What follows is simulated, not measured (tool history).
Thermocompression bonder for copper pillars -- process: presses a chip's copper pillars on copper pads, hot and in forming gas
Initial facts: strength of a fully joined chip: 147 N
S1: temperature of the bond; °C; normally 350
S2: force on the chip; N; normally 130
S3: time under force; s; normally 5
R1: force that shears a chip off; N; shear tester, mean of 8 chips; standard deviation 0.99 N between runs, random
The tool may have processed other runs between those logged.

{"run": 1, "hour": 0.0, "S1": 350, "S2": 130, "S3": 5, "R1": 89.4}
{"run": 2, "hour": 36.8, "S1": 350, "S2": 130, "S3": 5, "R1": 88.2}
{"run": 3, "hour": 84.9, "S1": 350, "S2": 130, "S3": 5, "R1": 87.4}
{"run": 4, "hour": 131.3, "S1": 350, "S2": 130, "S3": 8, "R1": 98}
{"run": 5, "hour": 172.0, "S1": 350, "S2": 130, "S3": 8, "R1": 98}
{"run": 6, "hour": 202.6, "S1": 350, "S2": 130, "S3": 8, "R1": 96.9}
{"run": 7, "hour": 254.0, "S1": 350, "S2": 91, "S3": 5, "R1": 74.3}
{"run": 8, "hour": 283.6, "S1": 350, "S2": 91, "S3": 7, "R1": 82.4}
{"run": 9, "hour": 333.8, "S1": 350, "S2": 91, "S3": 6, "R1": 76.7}
{"run": 10, "hour": 368.2, "S1": 346, "S2": 130, "S3": 13, "R1": 106.5}
{"run": 11, "hour": 399.7, "S1": 350, "S2": 176, "S3": 9, "R1": 107.9}
{"run": 12, "hour": 446.1, "S1": 350, "S2": 110, "S3": 9, "R1": 92}
{"hour": 490.1, "done": "forming gas filter changed"}
{"run": 13, "hour": 491.4, "S1": 363, "S2": 97, "S3": 12, "R1": 110.7}
{"run": 14, "hour": 523.1, "S1": 363, "S2": 97, "S3": 12, "R1": 112.6}
{"run": 15, "hour": 553.1, "S1": 331, "S2": 130, "S3": 5, "R1": 73.7}

Branching from run 15: 5 alternative next runs. What would each branch give?
{"run": "A", "hour": 597.7, "S1": 350, "S2": 130, "S3": 14, "R1": "?"}
{"run": "B", "hour": 597.7, "S1": 371, "S2": 79, "S3": 5, "R1": "?"}
{"run": "C", "hour": 597.7, "S1": 365, "S2": 149, "S3": 4, "R1": "?"}
{"run": "D", "hour": 597.7, "S1": 342, "S2": 154, "S3": 7, "R1": "?"}
{"run": "E", "hour": 597.7, "S1": 326, "S2": 86, "S3": 9, "R1": "?"}

run=A R1=116.2
run=B R1=89.8
run=C R1=99.7
run=D R1=95.6
run=E R1=69.5
Had the tool no hidden state, the same runs would have come out as:
run=A R1=116.9
run=B R1=90.1
run=C R1=100.2
run=D R1=95.8
run=E R1=69.1
